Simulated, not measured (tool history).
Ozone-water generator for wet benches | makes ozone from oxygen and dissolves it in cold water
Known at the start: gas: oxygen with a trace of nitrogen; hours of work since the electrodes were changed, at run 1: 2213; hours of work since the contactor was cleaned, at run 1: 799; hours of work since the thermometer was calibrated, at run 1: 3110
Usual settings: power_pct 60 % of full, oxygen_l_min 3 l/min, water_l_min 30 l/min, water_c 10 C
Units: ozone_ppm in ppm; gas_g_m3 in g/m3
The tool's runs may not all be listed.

run     day  power_pct  oxygen_l_min  water_l_min  water_c  hours of work since the electrodes were changed  hours of work since the contactor was cleaned  hours of work since the thermometer was calibrated  ozone_ppm  gas_g_m3
  1       0         60             3           30       10                                             2213                                            799                                                3110       10.2     169.8
  2   2.358         83             3           30       10                                             2268                                            853                                                3165       12.9     214.9
  3   4.817         60           4.2           30       10                                             2325                                            910                                                3222       11.6     148.8
  4   6.296         60           4.2           30       10                                             2359                                            945                                                3256       11.5     149.2
  5   9.029         60           4.2           30       10                                             2422                                           1008                                                3320       11.8     149.4
  6    11.7         60           4.2           30       10                                             2484                                           1070                                                3381       11.6     149.5
  7  13.612         60             3           30       10                                             2528                                           1114                                                3426        9.9       166
  8  15.712         60             3           30       10                                             2577                                           1163                                                3474         10       167
  9  17.517         60             3           30       10                                             2619                                           1204                                                3516        9.9     167.7
 10  19.083         60             3           30       10                                             2655                                           1241                                                3552        9.9     165.2
 11  21.096         60             3           30       10                                             2702                                           1287                                                3599       10.3     165.9
 12  23.108         60          5.17           30       10                                             2748                                           1334                                                3646       12.6     138.8
 13    25.7         60             3           30       10                                             2808                                           1394                                                3706         10     166.1
 14  28.067         60             3           30       10                                             2863                                           1449                                                3760        9.9     164.6
 15  30.071         60             3           30       10                                             2910                                           1495                                                3807        9.9       165
 16  32.608         60             3           30       10                                             2968                                           1554                                                3866       10.3     163.7
 17  34.838         60             3           30        7                                             3020                                           1605                                                3917       10.1     163.9
 18  36.171         60          3.44           30       10                                             3051                                           1636                                                3948       10.8     155.8
 19  38.212         60          3.44           30       10                                             3098                                           1684                                                3995       10.6     154.5
     39.229  -- gauge calibrated
 20  40.421         60          3.44           31       10                                             3149                                           1735                                                4046       10.1     161.1
 21  42.621         60          3.44           31       10                                             3200                                           1786                                                4098       10.3       160
 22  45.375         60          3.44           31       13                                             3264                                           1850                                                4161        9.9     160.3
 23  47.212         53          3.04           22       10                                             3307                                           1892                                                4204       12.8     151.1
 24    48.6         53          3.04           22       10                                             3339                                           1924                                                4236       12.7     151.2
 25  50.021         54          1.55           27       15                                             3372                                           1957                                                4269        7.4     190.8
 26  51.238         66          4.38           20        6                                             3400                                           1985                                                4297       19.7     158.8
 27  53.842         66          4.38           20        6                                             3460                                           2046                                                4357       19.7     158.6
 28    56.2         66          4.38           20        6                                             3515                                           2100                                                4412       19.8     157.2
 29  58.325         70          2.49           30       11                                             3564                                           2149                                                4461       10.5     198.9
     58.558  -- water thermometer calibrated
 30  60.154         59          4.15           22       12                                             3606                                           2191                                                  37       15.3     146.6
 31  62.638         59          4.19           30        7                                             3663                                           2249                                                  94       11.9     145.2
 32  63.812         59          4.19           30        7                                             3691                                           2276                                                 122       11.6       146
 33  65.317         60          5.23           24       10                                             3725                                           2311                                                 157         16     137.2

Forecast each of these 4 alternatives for the next run:
  A  66.883         60          5.23           24        6                                             3762                                           2347                                                 193          ?         ?
  B  66.883         60          2.54           37       12                                             3762                                           2347                                                 193          ?         ?
  C  66.883         55          5.23           24       10                                             3762                                           2347                                                 193          ?         ?
  D  66.883         60          1.68           24       12                                             3762                                           2347                                                 193          ?         ?

run  ozone_ppm  gas_g_m3
  A       16.4     137.3
  B        7.3     174.6
  C       14.8     128.6
  D        9.5       198
Without the tool's hidden state the same runs would have given:
run  ozone_ppm  gas_g_m3
  A       16.4     140.3
  B        7.3     178.4
  C       14.8     131.4
  D        9.5     202.4

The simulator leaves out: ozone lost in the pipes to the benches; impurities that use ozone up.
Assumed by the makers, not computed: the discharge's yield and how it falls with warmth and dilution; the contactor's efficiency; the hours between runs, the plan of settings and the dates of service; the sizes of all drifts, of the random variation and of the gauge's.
